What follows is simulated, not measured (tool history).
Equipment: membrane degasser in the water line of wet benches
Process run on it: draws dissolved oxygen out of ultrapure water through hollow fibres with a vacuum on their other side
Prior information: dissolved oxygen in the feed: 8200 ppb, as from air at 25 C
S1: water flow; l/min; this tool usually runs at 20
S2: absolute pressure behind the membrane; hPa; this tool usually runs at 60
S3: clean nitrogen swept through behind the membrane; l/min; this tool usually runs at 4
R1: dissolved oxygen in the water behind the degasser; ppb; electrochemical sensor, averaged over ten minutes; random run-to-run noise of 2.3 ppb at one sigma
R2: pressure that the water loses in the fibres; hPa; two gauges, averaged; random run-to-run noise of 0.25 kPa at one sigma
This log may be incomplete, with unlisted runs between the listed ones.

run	hour	S1	S2	S3	R1	R2
1	0	20	60	4	230.7	662.9
2	61.3	20	60	2.45	256.4	667.5
3	113.6	20	60	2.45	255.1	668.5
4	172.8	20	60	4	229.6	663.8
5	256.6	20	60	4	231	664.4
6	351.2	20	60	4	231.4	663.9
7	431.4	20	60	4	228.9	664.2
8	483.1	20	60	4	232.1	662.1
9	584.8	20	59.4	4	229.1	658.9
10	657.4	20	59.4	4	231.5	660.2
11	742.4	20	59.4	4	230.9	660.9
12	823.2	20	59.4	4	233.1	656.6
13	940.2	20	59.4	4	232.6	662.7
14	1027.9	20	59.4	3.48	233.3	658.9
15	1106.4	20	59.4	3.48	236.5	652.5
16	1174.2	20	57.5	3.39	235.3	659.1
17	1285.9	20	42.9	3.39	215	656.2
18	1363.8	27	38.1	4	464.8	886
19	1474.6	27	38.1	8.27	460.5	884.2
20	1554.6	27	38.1	8.27	457.8	876.3
21	1615	27	38.1	8.27	465	878.3
22	1687.1	15	126.3	4.66	144	486.7
23	1793	29	87.4	2.47	674.9	967.8
24	1862.8	29	87.4	1.76	724.9	957.1
25	1973.5	29	83.4	1.76	705.5	967
26	2040.7	20	45.5	5.8	208.3	662.3
27	2103.3	20	59.2	4	228.9	669.1
28	2195.7	20	138.4	7.13	268.2	663.2
29	2273.8	20	138.4	7.13	269.1	658.5
30	2356.4	27	148.6	2.11	764.2	892.6

Between the runs listed above, the log contained 1 entry, not reproduced here. Where in the sequence does each belong, and how does what the log doesn't record of the tool's condition differ from the listed run before to the listed run after?
In the gap between runs 22 and 23: gauge calibrated (hour 1754.3)
  drift of the gauge itself on loss_of_pressure_kpa, %: -2.46 -> -0.06
  the result without the hidden state subtracted from the measured one, R2: -12.3 -> -0.4 hPa

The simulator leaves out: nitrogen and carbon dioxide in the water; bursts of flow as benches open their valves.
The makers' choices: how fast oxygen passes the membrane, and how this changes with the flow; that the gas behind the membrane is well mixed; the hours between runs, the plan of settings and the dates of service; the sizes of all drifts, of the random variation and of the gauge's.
